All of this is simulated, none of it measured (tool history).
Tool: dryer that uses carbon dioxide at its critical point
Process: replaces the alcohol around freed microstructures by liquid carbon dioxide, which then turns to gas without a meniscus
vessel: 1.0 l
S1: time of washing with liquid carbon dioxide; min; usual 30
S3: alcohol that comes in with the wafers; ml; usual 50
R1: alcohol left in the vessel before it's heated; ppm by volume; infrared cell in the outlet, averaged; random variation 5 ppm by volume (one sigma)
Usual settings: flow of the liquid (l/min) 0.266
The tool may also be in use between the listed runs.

{"run": 1, "hour": 0.0, "S1": 30, "flow of the liquid (l/min)": 0.266, "S3": 50, "R1": 242}
{"hour": 31.2, "done": "purifier's bed changed"}
{"run": 2, "hour": 37.9, "S1": 30, "flow of the liquid (l/min)": 0.266, "S3": 70, "R1": 108}
{"run": 3, "hour": 72.2, "S1": 30, "flow of the liquid (l/min)": 0.436, "S3": 70, "R1": 5}
{"run": 4, "hour": 107.5, "S1": 30, "flow of the liquid (l/min)": 0.253, "S3": 50, "R1": 118}
{"run": 5, "hour": 145.7, "S1": 30, "flow of the liquid (l/min)": 0.253, "S3": 50, "R1": 133}
{"hour": 154.6, "done": "inlet filter changed"}
{"run": 6, "hour": 169.2, "S1": 18, "flow of the liquid (l/min)": 0.266, "S3": 50, "R1": 751}
{"run": 7, "hour": 206.1, "S1": 18, "flow of the liquid (l/min)": 0.266, "S3": 50, "R1": 785}
{"run": 8, "hour": 235.9, "S1": 18, "flow of the liquid (l/min)": 0.266, "S3": 50, "R1": 777}
{"run": 9, "hour": 258.7, "S1": 30, "flow of the liquid (l/min)": 0.266, "S3": 50, "R1": 74}
{"run": 10, "hour": 291.1, "S1": 30, "flow of the liquid (l/min)": 0.266, "S3": 50, "R1": 96}
{"run": 11, "hour": 321.3, "S1": 30, "flow of the liquid (l/min)": 0.266, "S3": 50, "R1": 97}
{"run": 12, "hour": 346.1, "S1": 30, "flow of the liquid (l/min)": 0.266, "S3": 50, "R1": 96}
{"run": 13, "hour": 373.2, "S1": 30, "flow of the liquid (l/min)": 0.266, "S3": 50, "R1": 96}
{"run": 14, "hour": 401.4, "S1": 30, "flow of the liquid (l/min)": 0.266, "S3": 50, "R1": 112}
{"run": 15, "hour": 426.0, "S1": 30, "flow of the liquid (l/min)": 0.266, "S3": 50, "R1": 120}
{"run": 16, "hour": 455.6, "S1": 30, "flow of the liquid (l/min)": 0.266, "S3": 50, "R1": 115}
{"run": 17, "hour": 482.7, "S1": 30, "flow of the liquid (l/min)": 0.376, "S3": 50, "R1": 65}
{"run": 18, "hour": 504.0, "S1": 30, "flow of the liquid (l/min)": 0.298, "S3": 50, "R1": 92}
{"run": 19, "hour": 519.8, "S1": 30, "flow of the liquid (l/min)": 0.298, "S3": 50, "R1": 101}
{"run": 20, "hour": 557.5, "S1": 30, "flow of the liquid (l/min)": 0.266, "S3": 71, "R1": 153}
{"run": 21, "hour": 583.8, "S1": 30, "flow of the liquid (l/min)": 0.266, "S3": 21, "R1": 108}
{"run": 22, "hour": 615.3, "S1": 30, "flow of the liquid (l/min)": 0.266, "S3": 50, "R1": 152}
{"run": 23, "hour": 636.4, "S1": 26, "flow of the liquid (l/min)": 0.266, "S3": 50, "R1": 260}
{"run": 24, "hour": 656.5, "S1": 30, "flow of the liquid (l/min)": 0.41, "S3": 50, "R1": 78}
{"run": 25, "hour": 680.6, "S1": 29, "flow of the liquid (l/min)": 0.252, "S3": 44, "R1": 211}
{"run": 26, "hour": 718.2, "S1": 27, "flow of the liquid (l/min)": 0.224, "S3": 103, "R1": 900}
{"hour": 723.9, "done": "inlet filter changed"}
{"run": 27, "hour": 745.7, "S1": 30, "flow of the liquid (l/min)": 0.266, "S3": 35, "R1": 130}
{"run": 28, "hour": 768.0, "S1": 30, "flow of the liquid (l/min)": 0.266, "S3": 35, "R1": 134}
{"run": 29, "hour": 790.2, "S1": 30, "flow of the liquid (l/min)": 0.168, "S3": 29, "R1": 506}
{"run": 30, "hour": 809.9, "S1": 30, "flow of the liquid (l/min)": 0.429, "S3": 50, "R1": 98}
{"run": 31, "hour": 846.0, "S1": 30, "flow of the liquid (l/min)": 0.429, "S3": 50, "R1": 104}
{"run": 32, "hour": 878.0, "S1": 21, "flow of the liquid (l/min)": 0.253, "S3": 27, "R1": 390}
{"run": 33, "hour": 896.3, "S1": 18, "flow of the liquid (l/min)": 0.266, "S3": 50, "R1": 932}
{"run": 34, "hour": 926.0, "S1": 30, "flow of the liquid (l/min)": 0.202, "S3": 54, "R1": 447}
{"run": 35, "hour": 949.8, "S1": 32, "flow of the liquid (l/min)": 0.231, "S3": 50, "R1": 208}
{"run": 36, "hour": 988.1, "S1": 38, "flow of the liquid (l/min)": 0.231, "S3": 50, "R1": 164}
{"run": 37, "hour": 1005.2, "S1": 40, "flow of the liquid (l/min)": 0.266, "S3": 50, "R1": 140}
{"run": 38, "hour": 1031.6, "S1": 40, "flow of the liquid (l/min)": 0.266, "S3": 50, "R1": 138}
{"run": 39, "hour": 1064.0, "S1": 19, "flow of the liquid (l/min)": 0.266, "S3": 96, "R1": 1545}
{"run": 40, "hour": 1099.0, "S1": 19, "flow of the liquid (l/min)": 0.17, "S3": 100, "R1": 7519}
{"run": 41, "hour": 1128.2, "S1": 39, "flow of the liquid (l/min)": 0.17, "S3": 28, "R1": 268}
{"run": 42, "hour": 1151.3, "S1": 27, "flow of the liquid (l/min)": 0.17, "S3": 110, "R1": 2812}
{"run": 43, "hour": 1174.6, "S1": 39, "flow of the liquid (l/min)": 0.387, "S3": 60, "R1": 143}
{"run": 44, "hour": 1207.5, "S1": 44, "flow of the liquid (l/min)": 0.266, "S3": 50, "R1": 158}
{"run": 45, "hour": 1228.6, "S1": 44, "flow of the liquid (l/min)": 0.266, "S3": 50, "R1": 154}
{"run": 46, "hour": 1244.3, "S1": 32, "flow of the liquid (l/min)": 0.197, "S3": 94, "R1": 740}

Measured less the same run without the tool's hidden state. The same run-to-run variation is in both; the gauge's scatter may not be:
The hidden state here: flow that reaches the vessel past the clogged filter, %; alcohol in the recycled carbon dioxide, ppm; drift of the gauge itself on alcohol_ppm, %.
run=1 R1=+195
run=2 R1=+39
run=3 R1=+5
run=4 R1=+54
run=5 R1=+61
run=6 R1=+31
run=7 R1=+54
run=8 R1=+71
run=9 R1=+33
run=10 R1=+41
run=11 R1=+46
run=12 R1=+49
run=13 R1=+54
run=14 R1=+61
run=15 R1=+64
run=16 R1=+70
run=17 R1=+60
run=18 R1=+70
run=19 R1=+70
run=20 R1=+98
run=21 R1=+80
run=22 R1=+101
run=23 R1=+138
run=24 R1=+78
run=25 R1=+129
run=26 R1=+382
run=27 R1=+93
run=28 R1=+97
run=29 R1=+120
run=30 R1=+98
run=31 R1=+104
run=32 R1=+140
run=33 R1=+206
run=34 R1=+170
run=35 R1=+134
run=36 R1=+128
run=37 R1=+124
run=38 R1=+128
run=39 R1=+441
run=40 R1=+1287
run=41 R1=+171
run=42 R1=+770
run=43 R1=+141
run=44 R1=+154
run=45 R1=+150
run=46 R1=+364
